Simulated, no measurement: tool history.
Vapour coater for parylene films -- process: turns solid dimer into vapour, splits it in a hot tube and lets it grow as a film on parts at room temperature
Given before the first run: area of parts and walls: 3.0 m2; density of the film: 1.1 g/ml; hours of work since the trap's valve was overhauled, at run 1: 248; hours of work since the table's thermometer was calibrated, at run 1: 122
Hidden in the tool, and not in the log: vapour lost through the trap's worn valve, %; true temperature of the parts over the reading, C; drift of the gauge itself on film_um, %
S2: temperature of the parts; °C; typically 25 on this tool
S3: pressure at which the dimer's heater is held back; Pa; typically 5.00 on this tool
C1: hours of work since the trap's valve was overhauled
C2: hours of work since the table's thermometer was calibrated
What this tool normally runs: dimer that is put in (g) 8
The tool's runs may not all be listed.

{"run": 1, "hour": 0.0, "dimer that is put in (g)": 8, "S2": 25, "S3": 5.0, "C1": 248, "C2": 122, "thickness of the film (nm)": 1840}
{"run": 2, "hour": 17.8, "dimer that is put in (g)": 8, "S2": 25, "S3": 5.0, "C1": 261, "C2": 134, "thickness of the film (nm)": 1800}
{"run": 3, "hour": 35.2, "dimer that is put in (g)": 8, "S2": 25, "S3": 9.33, "C1": 273, "C2": 147, "thickness of the film (nm)": 1700}
{"run": 4, "hour": 48.7, "dimer that is put in (g)": 8, "S2": 25, "S3": 9.33, "C1": 283, "C2": 156, "thickness of the film (nm)": 1730}
{"run": 5, "hour": 61.5, "dimer that is put in (g)": 8, "S2": 25, "S3": 9.33, "C1": 292, "C2": 165, "thickness of the film (nm)": 1670}
{"run": 6, "hour": 75.0, "dimer that is put in (g)": 8, "S2": 25, "S3": 4.11, "C1": 301, "C2": 175, "thickness of the film (nm)": 1810}
{"run": 7, "hour": 84.2, "dimer that is put in (g)": 8, "S2": 23, "S3": 5.0, "C1": 308, "C2": 181, "thickness of the film (nm)": 1860}
{"run": 8, "hour": 95.2, "dimer that is put in (g)": 8, "S2": 25, "S3": 5.33, "C1": 316, "C2": 189, "thickness of the film (nm)": 1790}
{"run": 9, "hour": 106.9, "dimer that is put in (g)": 8, "S2": 25, "S3": 5.33, "C1": 324, "C2": 198, "thickness of the film (nm)": 1770}
{"run": 10, "hour": 124.0, "dimer that is put in (g)": 8, "S2": 25, "S3": 5.33, "C1": 336, "C2": 210, "thickness of the film (nm)": 1770}
{"run": 11, "hour": 135.9, "dimer that is put in (g)": 8, "S2": 25, "S3": 3.32, "C1": 345, "C2": 218, "thickness of the film (nm)": 1820}
{"run": 12, "hour": 150.8, "dimer that is put in (g)": 8, "S2": 25, "S3": 3.32, "C1": 355, "C2": 229, "thickness of the film (nm)": 1820}
{"run": 13, "hour": 165.4, "dimer that is put in (g)": 8, "S2": 25, "S3": 3.32, "C1": 366, "C2": 239, "thickness of the film (nm)": 1800}
{"hour": 178.5, "done": "trap's valve overhauled"}
{"run": 14, "hour": 179.9, "dimer that is put in (g)": 8, "S2": 25, "S3": 3.32, "C1": 1, "C2": 247, "thickness of the film (nm)": 2000}
{"run": 15, "hour": 194.1, "dimer that is put in (g)": 8, "S2": 25, "S3": 5.0, "C1": 11, "C2": 257, "thickness of the film (nm)": 1880}
{"run": 16, "hour": 206.0, "dimer that is put in (g)": 8, "S2": 23, "S3": 5.0, "C1": 20, "C2": 265, "thickness of the film (nm)": 1990}
{"run": 17, "hour": 220.8, "dimer that is put in (g)": 8, "S2": 23, "S3": 5.0, "C1": 30, "C2": 276, "thickness of the film (nm)": 1970}
{"run": 18, "hour": 230.5, "dimer that is put in (g)": 8, "S2": 23, "S3": 5.0, "C1": 37, "C2": 283, "thickness of the film (nm)": 1960}
{"run": 19, "hour": 244.8, "dimer that is put in (g)": 8, "S2": 23, "S3": 5.0, "C1": 47, "C2": 293, "thickness of the film (nm)": 1950}
{"run": 20, "hour": 259.7, "dimer that is put in (g)": 8, "S2": 25, "S3": 5.0, "C1": 58, "C2": 304, "thickness of the film (nm)": 1830}
{"run": 21, "hour": 271.8, "dimer that is put in (g)": 8, "S2": 25, "S3": 5.0, "C1": 66, "C2": 312, "thickness of the film (nm)": 1870}
{"run": 22, "hour": 285.6, "dimer that is put in (g)": 8, "S2": 25, "S3": 5.0, "C1": 76, "C2": 322, "thickness of the film (nm)": 1820}
{"run": 23, "hour": 297.0, "dimer that is put in (g)": 8, "S2": 25, "S3": 2.18, "C1": 84, "C2": 330, "thickness of the film (nm)": 2020}
{"run": 24, "hour": 308.2, "dimer that is put in (g)": 8, "S2": 25, "S3": 5.0, "C1": 92, "C2": 338, "thickness of the film (nm)": 1860}
{"run": 25, "hour": 319.7, "dimer that is put in (g)": 7, "S2": 34, "S3": 3.58, "C1": 101, "C2": 346, "thickness of the film (nm)": 1420}
{"run": 26, "hour": 335.1, "dimer that is put in (g)": 4, "S2": 19, "S3": 5.31, "C1": 111, "C2": 357, "thickness of the film (nm)": 1080}
{"run": 27, "hour": 347.8, "dimer that is put in (g)": 8, "S2": 19, "S3": 2.55, "C1": 121, "C2": 366, "thickness of the film (nm)": 2240}
{"run": 28, "hour": 361.9, "dimer that is put in (g)": 8, "S2": 18, "S3": 5.0, "C1": 131, "C2": 376, "thickness of the film (nm)": 2140}
{"run": 29, "hour": 378.0, "dimer that is put in (g)": 8, "S2": 36, "S3": 3.11, "C1": 142, "C2": 388, "thickness of the film (nm)": 1500}
{"run": 30, "hour": 390.6, "dimer that is put in (g)": 8, "S2": 27, "S3": 4.68, "C1": 151, "C2": 397, "thickness of the film (nm)": 1760}
{"run": 31, "hour": 404.3, "dimer that is put in (g)": 6, "S2": 25, "S3": 2.35, "C1": 161, "C2": 406, "thickness of the film (nm)": 1510}
{"run": 32, "hour": 417.9, "dimer that is put in (g)": 8, "S2": 29, "S3": 11.67, "C1": 170, "C2": 416, "thickness of the film (nm)": 1560}
{"run": 33, "hour": 432.6, "dimer that is put in (g)": 12, "S2": 25, "S3": 5.0, "C1": 181, "C2": 427, "thickness of the film (nm)": 2720}
{"run": 34, "hour": 446.7, "dimer that is put in (g)": 12, "S2": 25, "S3": 5.0, "C1": 191, "C2": 437, "thickness of the film (nm)": 2740}
{"run": 35, "hour": 461.1, "dimer that is put in (g)": 6, "S2": 18, "S3": 4.36, "C1": 201, "C2": 447, "thickness of the film (nm)": 1610}
{"run": 36, "hour": 469.6, "dimer that is put in (g)": 8, "S2": 35, "S3": 11.64, "C1": 207, "C2": 453, "thickness of the film (nm)": 1330}
{"run": 37, "hour": 486.7, "dimer that is put in (g)": 13, "S2": 25, "S3": 6.18, "C1": 219, "C2": 465, "thickness of the film (nm)": 2910}
{"run": 38, "hour": 502.2, "dimer that is put in (g)": 12, "S2": 25, "S3": 5.0, "C1": 230, "C2": 476, "thickness of the film (nm)": 2710}
{"run": 39, "hour": 511.4, "dimer that is put in (g)": 4, "S2": 35, "S3": 3.92, "C1": 237, "C2": 483, "thickness of the film (nm)": 710}
{"run": 40, "hour": 519.8, "dimer that is put in (g)": 8, "S2": 25, "S3": 6.27, "C1": 243, "C2": 489, "thickness of the film (nm)": 1780}
{"run": 41, "hour": 533.8, "dimer that is put in (g)": 8, "S2": 20, "S3": 5.0, "C1": 253, "C2": 499, "thickness of the film (nm)": 2050}
{"run": 42, "hour": 546.8, "dimer that is put in (g)": 8, "S2": 20, "S3": 5.0, "C1": 262, "C2": 508, "thickness of the film (nm)": 1980}
{"run": 43, "hour": 563.0, "dimer that is put in (g)": 8, "S2": 34, "S3": 5.0, "C1": 274, "C2": 520, "thickness of the film (nm)": 1480}
{"run": 44, "hour": 573.3, "dimer that is put in (g)": 6, "S2": 23, "S3": 7.95, "C1": 281, "C2": 527, "thickness of the film (nm)": 1330}
{"run": 45, "hour": 581.6, "dimer that is put in (g)": 7, "S2": 21, "S3": 5.0, "C1": 287, "C2": 533, "thickness of the film (nm)": 1700}
{"run": 46, "hour": 593.6, "dimer that is put in (g)": 7, "S2": 21, "S3": 9.13, "C1": 296, "C2": 541, "thickness of the film (nm)": 1630}
{"run": 47, "hour": 611.7, "dimer that is put in (g)": 3, "S2": 24, "S3": 9.13, "C1": 308, "C2": 554, "thickness of the film (nm)": 660}

3 ways to go on from here, each from the tool as it stands after run 47. What would each give?
{"run": "A", "hour": 624.0, "dimer that is put in (g)": 3, "S2": 24, "S3": 2.76, "C1": 317, "C2": 563, "thickness of the film (nm)": "?"}
{"run": "B", "hour": 624.0, "dimer that is put in (g)": 3, "S2": 22, "S3": 4.62, "C1": 317, "C2": 563, "thickness of the film (nm)": "?"}
{"run": "C", "hour": 624.0, "dimer that is put in (g)": 12, "S2": 18, "S3": 5.0, "C1": 317, "C2": 563, "thickness of the film (nm)": "?"}

run=A thickness_of_the_film_(nm)=740
run=B thickness_of_the_film_(nm)=730
run=C thickness_of_the_film_(nm)=3150
What these runs would have given with no unlogged condition in the tool:
run=A thickness_of_the_film_(nm)=790
run=B thickness_of_the_film_(nm)=780
run=C thickness_of_the_film_(nm)=3380
